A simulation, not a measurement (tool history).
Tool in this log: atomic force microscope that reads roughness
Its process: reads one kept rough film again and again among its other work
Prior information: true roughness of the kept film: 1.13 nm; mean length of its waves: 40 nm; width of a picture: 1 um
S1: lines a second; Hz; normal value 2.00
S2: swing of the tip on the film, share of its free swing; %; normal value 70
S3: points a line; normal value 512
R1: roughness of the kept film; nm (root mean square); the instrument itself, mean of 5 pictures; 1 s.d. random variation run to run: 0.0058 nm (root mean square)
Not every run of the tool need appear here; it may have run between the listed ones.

run 1 day=0.000 | S1=2.00 S2=70 S3=512 | R1=0.996
-- day=0.392 new tip fitted
run 2 day=1.425 | S1=2.00 S2=70 S3=512 | R1=1.029
-- day=3.846 new tip fitted
run 3 day=3.975 | S1=2.00 S2=70 S3=722 | R1=1.050
run 4 day=6.621 | S1=2.00 S2=70 S3=722 | R1=0.973
-- day=7.229 new tip fitted
run 5 day=8.683 | S1=2.00 S2=70 S3=722 | R1=1.032
run 6 day=10.271 | S1=3.33 S2=70 S3=512 | R1=0.964
-- day=10.617 new tip fitted
run 7 day=11.667 | S1=1.76 S2=75 S3=512 | R1=1.029
-- day=14.067 new tip fitted
run 8 day=14.112 | S1=1.76 S2=75 S3=512 | R1=1.052
run 9 day=15.271 | S1=1.76 S2=75 S3=512 | R1=1.025
run 10 day=17.104 | S1=0.58 S2=70 S3=512 | R1=1.027
-- day=17.412 new tip fitted
run 11 day=19.542 | S1=2.00 S2=56 S3=512 | R1=1.032
-- day=20.875 new tip fitted
run 12 day=22.175 | S1=2.97 S2=82 S3=486 | R1=0.945

Predict each of these 4 candidate next runs independently; none follows another, all start after run 12:
run A day=23.642 | S1=0.86 S2=82 S3=486 | R1=?
run B day=23.642 | S1=0.93 S2=59 S3=486 | R1=?
run C day=23.642 | S1=2.00 S2=70 S3=761 | R1=?
run D day=23.642 | S1=2.97 S2=74 S3=364 | R1=?

run=A R1=1.006
run=B R1=1.015
run=C R1=0.985
run=D R1=0.958
What these runs would have given with no unlogged condition in the tool:
run=A R1=1.063
run=B R1=1.073
run=C R1=1.041
run=D R1=1.013
